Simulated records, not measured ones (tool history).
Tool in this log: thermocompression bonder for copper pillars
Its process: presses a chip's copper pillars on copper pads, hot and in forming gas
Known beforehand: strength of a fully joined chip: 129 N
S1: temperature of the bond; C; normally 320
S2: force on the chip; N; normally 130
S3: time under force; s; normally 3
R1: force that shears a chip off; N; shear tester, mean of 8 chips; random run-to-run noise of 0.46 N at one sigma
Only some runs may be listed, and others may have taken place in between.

{"run": 1, "hour": 0.0, "S1": 320, "S2": 130, "S3": 3, "R1": 51.6}
{"hour": 5.3, "done": "forming gas filter changed"}
{"run": 2, "hour": 9.7, "S1": 320, "S2": 130, "S3": 3, "R1": 53.3}
{"run": 3, "hour": 25.7, "S1": 320, "S2": 130, "S3": 3, "R1": 52.8}
{"run": 4, "hour": 39.3, "S1": 320, "S2": 130, "S3": 3, "R1": 52.3}
{"run": 5, "hour": 53.3, "S1": 320, "S2": 130, "S3": 3, "R1": 52.6}
{"run": 6, "hour": 61.8, "S1": 320, "S2": 130, "S3": 3, "R1": 51.8}
{"run": 7, "hour": 80.7, "S1": 320, "S2": 130, "S3": 3, "R1": 52.8}
{"run": 8, "hour": 96.2, "S1": 320, "S2": 187, "S3": 3, "R1": 63.3}
{"run": 9, "hour": 108.0, "S1": 320, "S2": 115, "S3": 3, "R1": 47.7}
{"run": 10, "hour": 118.0, "S1": 320, "S2": 150, "S3": 3, "R1": 56.2}
{"run": 11, "hour": 135.1, "S1": 320, "S2": 150, "S3": 3, "R1": 55.4}
{"run": 12, "hour": 151.0, "S1": 344, "S2": 116, "S3": 3, "R1": 63.5}
{"run": 13, "hour": 159.3, "S1": 294, "S2": 110, "S3": 7, "R1": 44.9}
{"run": 14, "hour": 169.1, "S1": 320, "S2": 138, "S3": 3, "R1": 52.5}
{"run": 15, "hour": 182.6, "S1": 343, "S2": 161, "S3": 7, "R1": 92.5}
{"hour": 185.9, "done": "force cell calibrated"}
{"run": 16, "hour": 199.1, "S1": 316, "S2": 161, "S3": 7, "R1": 73.1}
{"hour": 201.3, "done": "forming gas filter changed"}
{"run": 17, "hour": 215.3, "S1": 316, "S2": 161, "S3": 7, "R1": 76.7}
{"hour": 218.0, "done": "force cell calibrated, once more"}
{"run": 18, "hour": 228.3, "S1": 328, "S2": 170, "S3": 3, "R1": 66.2}

Run 19, settings as shown, results not yet in. Your forecast:
{"run": 19, "hour": 248.1, "S1": 310, "S2": 117, "S3": 3, "R1": "?"}

For run 19 the tool returned R1 42.1 N.
Minus the tool's unlogged condition, the same run would have read R1 44.1 N.
